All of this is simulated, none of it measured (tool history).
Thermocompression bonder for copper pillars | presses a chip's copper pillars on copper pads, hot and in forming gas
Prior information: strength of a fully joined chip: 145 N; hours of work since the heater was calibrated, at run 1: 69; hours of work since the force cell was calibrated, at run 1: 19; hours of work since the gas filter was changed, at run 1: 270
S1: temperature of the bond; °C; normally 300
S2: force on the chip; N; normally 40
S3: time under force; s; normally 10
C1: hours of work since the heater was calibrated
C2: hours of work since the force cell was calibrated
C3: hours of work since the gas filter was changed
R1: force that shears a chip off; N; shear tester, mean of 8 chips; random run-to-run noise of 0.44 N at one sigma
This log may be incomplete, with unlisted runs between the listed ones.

| run | hour | S1 | S2 | S3 | C1 | C2 | C3 | R1 |
|---|---|---|---|---|---|---|---|---|
| 1 | 0 | 300 | 40 | 10 | 69 | 19 | 270 | 97.4 |
| 2 | 10.4 | 300 | 26 | 10 | 76 | 25 | 276 | 68.5 |
| 3 | 20.7 | 300 | 40 | 10 | 82 | 31 | 283 | 97.3 |
| 4 | 26.5 | 300 | 40 | 10 | 85 | 35 | 286 | 97.4 |
| 5 | 35.5 | 300 | 40 | 10 | 91 | 40 | 291 | 96.5 |
| 6 | 40.3 | 300 | 40 | 7 | 94 | 43 | 294 | 88 |
| 7 | 46.9 | 300 | 40 | 7 | 97 | 47 | 298 | 88.3 |
| 8 | 53.7 | 300 | 40 | 7 | 101 | 51 | 302 | 88.1 |
| 9 | 61.2 | 285 | 40 | 7 | 106 | 56 | 307 | 73.3 |
| 10 | 66.6 | 300 | 40 | 10 | 109 | 59 | 310 | 96.6 |
| 11 | 74.8 | 300 | 40 | 10 | 114 | 64 | 315 | 96.7 |
| 12 | 84 | 300 | 40 | 10 | 120 | 69 | 320 | 96 |
| 13 | 92.7 | 300 | 40 | 10 | 125 | 74 | 325 | 96.3 |
| 14 | 98.9 | 296 | 54 | 10 | 128 | 78 | 329 | 111.5 |
| 15 | 107.3 | 289 | 40 | 10 | 133 | 83 | 334 | 85.8 |
| 16 | 113.9 | 294 | 41 | 8 | 137 | 87 | 338 | 86.8 |
| 17 | 119.5 | 291 | 40 | 30 | 141 | 90 | 341 | 112.7 |
| 18 | 126.5 | 291 | 40 | 30 | 145 | 95 | 346 | 112.7 |
| 19 | 134.3 | 291 | 40 | 30 | 149 | 99 | 350 | 112.6 |
| 20 | 141.7 | 287 | 40 | 10 | 154 | 104 | 355 | 83.4 |
| 21 | 150.7 | 287 | 40 | 10 | 159 | 109 | 360 | 84.1 |
| 22 | 155 | 270 | 30 | 10 | 162 | 112 | 363 | 49.6 |
| 23 | 164.4 | 298 | 59 | 21 | 167 | 117 | 368 | 125.6 |
| 24 | 168.8 | 302 | 40 | 10 | 170 | 120 | 371 | 97.2 |
| 25 | 173.4 | 329 | 40 | 11 | 173 | 122 | 374 | 119.1 |

Below are 5 alternative next runs, each starting from the tool's condition after run 25. Predict each:
| A | 178.5 | 305 | 57 | 15 | 176 | 126 | 377 | ? |
| B | 178.5 | 306 | 43 | 28 | 176 | 126 | 377 | ? |
| C | 178.5 | 300 | 40 | 5 | 176 | 126 | 377 | ? |
| D | 178.5 | 300 | 33 | 8 | 176 | 126 | 377 | ? |
| E | 178.5 | 281 | 49 | 29 | 176 | 126 | 377 | ? |

| run | R1 |
|---|---|
| A | 124.3 |
| B | 123 |
| C | 78.6 |
| D | 77.5 |
| E | 113.2 |
The same runs, with their run-to-run variation unchanged, on a tool lacking any hidden condition would have given:
| run | R1 |
|---|---|
| A | 135.7 |
| B | 134.4 |
| C | 85.9 |
| D | 84.7 |
| E | 123.7 |
